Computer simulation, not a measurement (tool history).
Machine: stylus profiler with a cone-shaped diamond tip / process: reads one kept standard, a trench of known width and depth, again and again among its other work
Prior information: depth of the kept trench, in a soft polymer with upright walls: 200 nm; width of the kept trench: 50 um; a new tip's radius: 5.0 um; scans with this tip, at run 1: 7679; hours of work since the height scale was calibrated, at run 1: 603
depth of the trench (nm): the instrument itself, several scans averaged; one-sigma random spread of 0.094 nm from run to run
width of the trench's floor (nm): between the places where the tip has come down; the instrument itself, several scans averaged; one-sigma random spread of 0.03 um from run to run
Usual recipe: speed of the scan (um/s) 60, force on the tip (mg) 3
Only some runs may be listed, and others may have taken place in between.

run   hour  speed of the scan (um/s)  force on the tip (mg)  scans with this tip  hours of work since the height scale was calibrated  depth of the trench (nm)  width of the trench's floor (nm)
  1      0                        60                      3                 7679                                                  603                    203.64                             46540
  2   10.6                        60                   2.55                 7767                                                  610                    203.23                             46550
  3   26.9                        60                   2.55                 7901                                                  621                    203.22                             46660
  4   45.1                        60                   1.17                 8051                                                  633                    201.77                             46490
  5   59.8                        60                      3                 8172                                                  642                    203.47                             46500
  6   74.9                        60                      3                 8296                                                  652                    203.74                             46560
  7   90.5                        60                      3                 8425                                                  662                    203.78                             46530
  8    103                        60                      3                 8528                                                  670                    203.51                             46500
  9    122                        60                      3                 8684                                                  682                    203.62                             46530
 10  136.5                        30                      3                 8804                                                  692                    203.55                             46580
 11  155.3                        30                      3                 8959                                                  704                    203.57                             46590
 12  174.8                        30                      3                 9119                                                  717                    203.38                             46560
 13  196.7                        30                      3                 9301                                                  731                    203.62                             46550
 14  212.2                        30                   3.81                 9428                                                  741                    204.25                             46590
 15  223.6                        60                    3.3                 9522                                                  748                    203.63                             46460
 16    243                        60                    3.3                 9682                                                  761                    203.84                             46520
 17  264.9                        60                      3                 9862                                                  775                    203.45                             46430
 18  277.1                       169                      3                 9963                                                  783                    203.55                             46220
 19  291.2                        60                      3                10079                                                  792                    203.56                             46510
 20  301.2                        60                      3                10162                                                  799                    203.65                             46380
 21    317                        60                      3                10292                                                  809                    203.59                             46440
 22  333.7                        38                   1.07                10430                                                  820                    201.62                             46390
 23  357.1                        81                   1.06                10622                                                  835                    201.61                             46190
 24  372.2                        89                   5.44                10747                                                  845                    205.33                             46410
 25  391.8                        40                   5.44                10909                                                  857                     205.4                             46490
 26    402                        24                   8.13                10992                                                  864                    207.16                             46490
 27  417.6                       213                   6.21                11121                                                  874                    205.55                             46220
 28  428.6                        81                   2.58                11211                                                  881                    203.16                             46360
 29  444.7                       117                   3.25                11344                                                  892                     203.6                             46270
     447.3  -- height scale calibrated on a step standard
 30  467.4                        23                   3.25                11528                                                   13                    203.59                             46470
 31  479.7                        17                   8.93                11629                                                   21                    207.37                             46510
 32  493.4                        17                   8.93                11742                                                   30                    207.57                             46520
 33  512.2                       104                   4.16                11897                                                   42                    204.34                             46300
     514.3  -- height scale calibrated on a step standard, once more
 34  522.5                       104                   4.16                11978                                                    5                    204.65                             46280
 35  540.7                       104                   4.16                12128                                                   17                    204.59                             46310
 36  558.8                        60                   1.61                12277                                                   29                    202.48                             46360
 37  573.3                        60                   1.61                12396                                                   38                    202.41                             46290
 38  596.7                        15                    1.5                12589                                                   53                    202.22                             46460
 39  615.4                        15                    1.5                12743                                                   66                     202.4                             46460
 40  631.5                        15                    1.5                12876                                                   76                    202.38                             46440
 41  648.1                       189                   1.25                13012                                                   87                    201.92                             45750

What if the next run were any one of these 3? Each begins from the tool's condition after run 41:
  A  670.7                        50                    5.8                13199                                                  101                         ?                                 ?
  B  670.7                        60                   1.09                13199                                                  101                         ?                                 ?
  C  670.7                       197                   1.01                13199                                                  101                         ?                                 ?

run  depth of the trench (nm)  width of the trench's floor (nm)
  A                    205.73                             46390
  B                    201.74                             46250
  C                    201.74                             45730
Stripped of hidden state, with their random variation kept, the same runs would have yielded:
run  depth of the trench (nm)  width of the trench's floor (nm)
  A                    205.85                             47150
  B                    201.85                             47010
  C                    201.86                             46490

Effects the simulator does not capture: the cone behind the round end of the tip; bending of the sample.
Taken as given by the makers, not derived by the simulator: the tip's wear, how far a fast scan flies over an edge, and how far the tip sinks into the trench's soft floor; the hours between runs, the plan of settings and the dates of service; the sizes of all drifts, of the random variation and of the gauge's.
